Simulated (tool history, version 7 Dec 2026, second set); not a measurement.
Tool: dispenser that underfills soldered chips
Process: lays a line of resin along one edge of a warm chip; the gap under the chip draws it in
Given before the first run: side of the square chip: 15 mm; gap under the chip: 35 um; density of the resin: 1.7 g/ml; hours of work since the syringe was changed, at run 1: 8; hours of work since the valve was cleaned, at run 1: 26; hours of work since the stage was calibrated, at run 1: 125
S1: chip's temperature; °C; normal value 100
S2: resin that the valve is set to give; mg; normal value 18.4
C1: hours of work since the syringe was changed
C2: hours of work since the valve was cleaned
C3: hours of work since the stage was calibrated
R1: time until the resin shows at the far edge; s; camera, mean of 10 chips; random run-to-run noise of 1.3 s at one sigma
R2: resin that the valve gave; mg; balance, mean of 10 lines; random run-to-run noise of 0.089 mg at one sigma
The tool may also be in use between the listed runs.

Run 1, day 0.000: usual settings; C1 8; C2 26; C3 125. Result: R1 288.9 s, R2 17.99 mg.
Run 2, day 0.146: usual settings; C1 11; C2 28; C3 127. Result: R1 350.6 s, R2 17.94 mg.
At day 0.246: new syringe of resin.
Run 3, day 0.371: usual settings; C1 2; C2 31; C3 130. Result: R1 152.3 s, R2 17.93 mg.
Run 4, day 0.471: usual settings; C1 3; C2 33; C3 131. Result: R1 173.7 s, R2 17.79 mg.
Run 5, day 0.604: usual settings; C1 5; C2 35; C3 133. Result: R1 213.0 s, R2 17.85 mg.
Run 6, day 0.850: usual settings; C1 9; C2 38; C3 137. Result: R1 290.2 s, R2 17.66 mg.
Run 7, day 0.975: usual settings; C1 11; C2 40; C3 139. Result: R1 341.6 s, R2 17.82 mg.
At day 1.071: new syringe of resin.
Run 8, day 1.133: usual settings; C1 1; C2 42; C3 141. Result: R1 147.9 s, R2 17.69 mg.
Run 9, day 1.350: usual settings but S1 114 °C, S2 15.9 mg; C1 4; C2 45; C3 144. Result: R1 110.1 s, R2 15.31 mg.
Run 10, day 1.483: usual settings but S1 92 °C, S2 19.7 mg; C1 6; C2 47; C3 146. Result: R1 324.2 s, R2 18.78 mg.
Run 11, day 1.642: usual settings but S2 19.7 mg; C1 8; C2 50; C3 148. Result: R1 284.0 s, R2 18.81 mg.
Run 12, day 1.746: usual settings but S1 106 °C, S2 20.1 mg; C1 10; C2 51; C3 150. Result: R1 243.7 s, R2 19.23 mg.
At day 1.888: new syringe of resin.
Run 13, day 1.900: usual settings but S1 106 °C, S2 20.1 mg; C1 0; C2 53; C3 152. Result: R1 101.9 s, R2 19.13 mg.
Run 14, day 2.125: usual settings but S1 91 °C; C1 3; C2 56; C3 155. Result: R1 278.0 s, R2 17.34 mg.
Run 15, day 2.317: usual settings but S1 101 °C, S2 21.5 mg; C1 6; C2 59; C3 158. Result: R1 220.9 s, R2 20.33 mg.
Run 16, day 2.425: usual settings but S1 101 °C, S2 21.5 mg; C1 8; C2 61; C3 160. Result: R1 249.5 s, R2 20.18 mg.

Predict each of these 3 candidate next runs independently; none follows another, all start after run 16:
Run A, day 2.671: usual settings but S2 19.9 mg; C1 11; C2 64; C3 163. Result: R1 ?, R2 ?.
Run B, day 2.671: usual settings but S1 114 °C, S2 19.7 mg; C1 11; C2 64; C3 163. Result: R1 ?, R2 ?.
Run C, day 2.671: usual settings but S1 99 °C, S2 21.6 mg; C1 11; C2 64; C3 163. Result: R1 ?, R2 ?.

run     R1     R2
  A  371.2  18.61
  B  200.6  18.64
  C  388.5  20.08
Had the tool no hidden state, the same runs would have come out as:
run     R1     R2
  A  124.0  19.83
  B   67.4  19.85
  C  130.2  21.39
